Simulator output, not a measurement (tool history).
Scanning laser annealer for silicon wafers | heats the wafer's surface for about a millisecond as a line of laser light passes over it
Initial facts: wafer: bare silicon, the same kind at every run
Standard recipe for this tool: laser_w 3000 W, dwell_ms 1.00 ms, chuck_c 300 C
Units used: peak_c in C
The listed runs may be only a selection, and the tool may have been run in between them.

run	day	laser_w	dwell_ms	chuck_c	peak_c
1	0.000	3000	1.00	300	1045
2	0.533	3000	1.00	300	1041
3	1.154	3000	1.17	300	1109
4	1.779	3000	1.00	334	1076
5	2.408	3000	1.00	334	1075
6	2.796	3000	1.00	334	1075
7	3.492	3000	1.00	334	1072
8	3.783	3000	1.00	334	1073
9	4.262	3000	1.00	334	1073
10	4.888	3000	1.00	334	1074
11	5.296	3000	1.00	334	1070
12	5.838	3262	1.00	334	1138
13	6.529	3000	1.00	314	1049
14	6.996	3000	1.00	314	1048
15	7.467	3000	0.77	314	953
16	7.958	3000	0.77	314	948
17	8.304	3000	1.15	300	1090
18	8.925	2868	1.00	295	995
19	9.321	2868	1.00	295	995
20	9.642	3164	1.00	294	1067
# day 10.429: optics aligned, line set to its width
21	10.504	3164	0.97	264	1034
22	11.092	3164	0.97	264	1032
23	11.729	3164	0.97	264	1030
24	12.425	2991	1.02	297	1044
25	13.071	2836	1.04	300	1014
26	13.600	2704	1.13	313	1024

5 options for the next run, each taken on its own from the tool as it stands now. Forecast them:
A	14.275	3000	1.02	265	?
B	14.275	2704	0.76	313	?
C	14.275	3000	1.00	328	?
D	14.275	3000	1.03	300	?
E	14.275	3075	1.02	319	?

run	peak_c
A	1008
B	881
C	1065
D	1048
E	1084
Without the tool's hidden state the same runs would have given:
run	peak_c
A	1043
B	908
C	1099
D	1082
E	1119

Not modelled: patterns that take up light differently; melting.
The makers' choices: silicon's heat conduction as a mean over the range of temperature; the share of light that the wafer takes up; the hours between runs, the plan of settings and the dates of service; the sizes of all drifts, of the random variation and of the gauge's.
